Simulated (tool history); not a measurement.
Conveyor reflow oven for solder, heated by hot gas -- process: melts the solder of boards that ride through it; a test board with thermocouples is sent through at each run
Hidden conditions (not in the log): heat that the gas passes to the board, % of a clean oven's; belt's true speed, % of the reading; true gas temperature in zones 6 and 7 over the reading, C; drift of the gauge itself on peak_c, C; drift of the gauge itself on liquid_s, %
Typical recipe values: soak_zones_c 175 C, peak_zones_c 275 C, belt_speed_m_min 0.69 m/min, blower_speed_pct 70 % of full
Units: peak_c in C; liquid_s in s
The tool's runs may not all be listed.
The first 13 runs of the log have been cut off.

| run | day | soak_zones_c | peak_zones_c | belt_speed_m_min | blower_speed_pct | hours of work since the flux was cleaned out | hours of work since the belt drive was overhauled | hours of work since the thermocouples were changed | peak_c | liquid_s |
|---|---|---|---|---|---|---|---|---|---|---|
|  | 33.7 | flux residue cleaned out of gas plates and filters |
| 14 | 36.4 | 175 | 275 | 0.69 | 70 | 51 | 1371 | 163 | 255.4 | 48 |
| 15 | 38.446 | 175 | 275 | 0.69 | 60 | 90 | 1410 | 202 | 252.9 | 46.5 |
| 16 | 40.867 | 175 | 275 | 0.69 | 60 | 137 | 1456 | 248 | 252.7 | 45.9 |
| 17 | 42.329 | 169 | 264 | 0.69 | 81 | 164 | 1484 | 276 | 245.7 | 41 |
| 18 | 44.108 | 169 | 264 | 0.69 | 81 | 198 | 1518 | 310 | 246 | 40.7 |
| 19 | 46.688 | 173 | 288 | 0.69 | 70 | 248 | 1567 | 359 | 264.7 | 51.5 |
| 20 | 48.362 | 174 | 285 | 0.69 | 70 | 280 | 1599 | 391 | 261.7 | 51 |
|  | 48.779 | flux residue cleaned out of gas plates and filters |
| 21 | 50.746 | 174 | 285 | 0.69 | 70 | 38 | 1641 | 433 | 262.8 | 51.7 |
|  | 51.579 | belt drive overhauled, speed set with a stopwatch |
| 22 | 53.017 | 168 | 287 | 0.69 | 70 | 78 | 27 | 473 | 261.9 | 48.2 |
| 23 | 55.729 | 175 | 275 | 0.69 | 59 | 129 | 79 | 525 | 250.9 | 43.7 |
| 24 | 58.208 | 186 | 278 | 0.814 | 53 | 177 | 126 | 572 | 246.3 | 36.2 |
| 25 | 60.721 | 184 | 286 | 0.807 | 61 | 224 | 174 | 620 | 254.5 | 40.7 |
| 26 | 62.829 | 186 | 268 | 0.807 | 61 | 265 | 214 | 660 | 241.2 | 33 |
|  | 63.975 | flux residue cleaned out of gas plates and filters |
| 27 | 64.558 | 165 | 282 | 0.592 | 78 | 11 | 243 | 689 | 264.2 | 57.8 |
|  | 65.65 | thermocouples of zones 6 and 7 changed |
| 28 | 67.779 | 165 | 282 | 0.592 | 78 | 71 | 303 | 41 | 265.5 | 58.4 |
| 29 | 69.371 | 165 | 282 | 0.592 | 78 | 101 | 334 | 71 | 265.1 | 58.1 |
| 30 | 71.871 | 178 | 275 | 0.69 | 82 | 149 | 381 | 119 | 257.4 | 49.2 |
| 31 | 75.096 | 189 | 275 | 0.728 | 58 | 210 | 443 | 180 | 252.2 | 46.6 |

Predict each of these 3 candidate next runs independently; none follows another, all start after run 31:
| A | 76.6 | 183 | 273 | 0.69 | 70 | 239 | 471 | 209 | ? | ? |
| B | 76.6 | 168 | 272 | 0.728 | 58 | 239 | 471 | 209 | ? | ? |
| C | 76.6 | 185 | 275 | 0.728 | 58 | 239 | 471 | 209 | ? | ? |

| run | peak_c | liquid_s |
|---|---|---|
| A | 253.9 | 48.4 |
| B | 244.4 | 35.4 |
| C | 251.8 | 44.1 |
What these runs would have given with no unlogged condition in the tool:
| run | peak_c | liquid_s |
|---|---|---|
| A | 255.9 | 49.2 |
| B | 246.6 | 36.8 |
| C | 253.8 | 45 |

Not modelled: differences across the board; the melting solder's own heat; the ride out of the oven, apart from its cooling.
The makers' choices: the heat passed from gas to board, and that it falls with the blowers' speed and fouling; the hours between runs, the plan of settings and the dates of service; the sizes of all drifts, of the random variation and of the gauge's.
